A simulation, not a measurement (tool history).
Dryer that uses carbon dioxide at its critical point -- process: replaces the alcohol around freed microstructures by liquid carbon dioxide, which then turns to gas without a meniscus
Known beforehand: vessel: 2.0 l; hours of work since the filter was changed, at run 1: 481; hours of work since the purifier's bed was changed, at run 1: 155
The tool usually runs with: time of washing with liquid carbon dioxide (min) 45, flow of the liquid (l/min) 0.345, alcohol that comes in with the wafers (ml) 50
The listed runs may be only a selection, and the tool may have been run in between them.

run	hour	time of washing with liquid carbon dioxide (min)	flow of the liquid (l/min)	alcohol that comes in with the wafers (ml)	hours of work since the filter was changed	hours of work since the purifier's bed was changed	alcohol left in the vessel before it's heated (ppm by volume)
1	0.0	45	0.345	50	481	155	118
2	10.8	45	0.345	50	486	160	111
3	18.9	45	0.345	50	489	164	111
# hour 27.5: inlet filter changed
4	36.2	45	0.412	50	4	171	25
5	48.9	45	0.412	50	10	177	30
6	57.6	45	0.412	50	14	181	38
7	65.8	45	0.345	50	18	185	73
8	82.7	45	0.345	50	25	192	71
9	92.4	45	0.345	50	30	197	75
10	107.7	45	0.345	50	37	204	79
11	121.1	45	0.345	50	43	210	86
12	137.5	45	0.345	50	51	218	74
13	145.4	45	0.345	50	54	221	71
14	160.9	45	0.345	40	61	228	62
15	176.1	45	0.345	50	68	235	70
16	191.8	45	0.345	50	76	243	82
17	207.9	45	0.345	50	83	250	83
18	224.0	34	0.345	50	90	257	294
19	240.9	34	0.345	50	98	265	299
20	255.6	34	0.345	50	105	272	294
21	272.5	34	0.345	50	113	280	303
22	284.1	34	0.323	50	118	285	379
23	297.0	65	0.323	50	124	291	34
24	313.9	64	0.563	67	132	299	22
25	322.2	64	0.563	67	136	303	22
26	333.8	32	0.563	26	141	308	31
27	341.5	32	0.563	26	144	311	49
28	357.2	32	0.563	26	152	319	42
29	370.1	32	0.563	26	158	325	35
30	382.9	32	0.373	50	164	331	296
31	390.6	28	0.247	50	167	334	1796
32	401.9	41	0.265	25	172	339	230
33	411.0	41	0.345	45	176	343	127
34	427.0	42	0.497	94	184	351	44
35	438.7	42	0.497	94	189	356	36
36	447.3	42	0.497	94	193	360	46
37	463.3	64	0.431	94	201	368	31
38	476.1	64	0.431	94	206	373	32
39	485.1	41	0.362	99	211	378	210
40	501.9	35	0.505	22	218	385	40
41	515.6	35	0.505	22	225	392	47
42	523.3	35	0.505	22	228	395	49
43	535.7	35	0.505	22	234	401	45
44	548.4	60	0.287	60	240	407	78

Hidden condition of the tool, last listed run before each entry between runs versus first listed run after:
Logged between run 3 and run 4: inlet filter changed (hour 27.5)
  flow that reaches the vessel past the clogged filter, %: 90.9 -> 99.9; alcohol in the recycled carbon dioxide, ppm: 14.4 -> 14.9
  measured result minus the result with no hidden state, alcohol left in the vessel before it's heated (ppm by volume): +51 -> +10

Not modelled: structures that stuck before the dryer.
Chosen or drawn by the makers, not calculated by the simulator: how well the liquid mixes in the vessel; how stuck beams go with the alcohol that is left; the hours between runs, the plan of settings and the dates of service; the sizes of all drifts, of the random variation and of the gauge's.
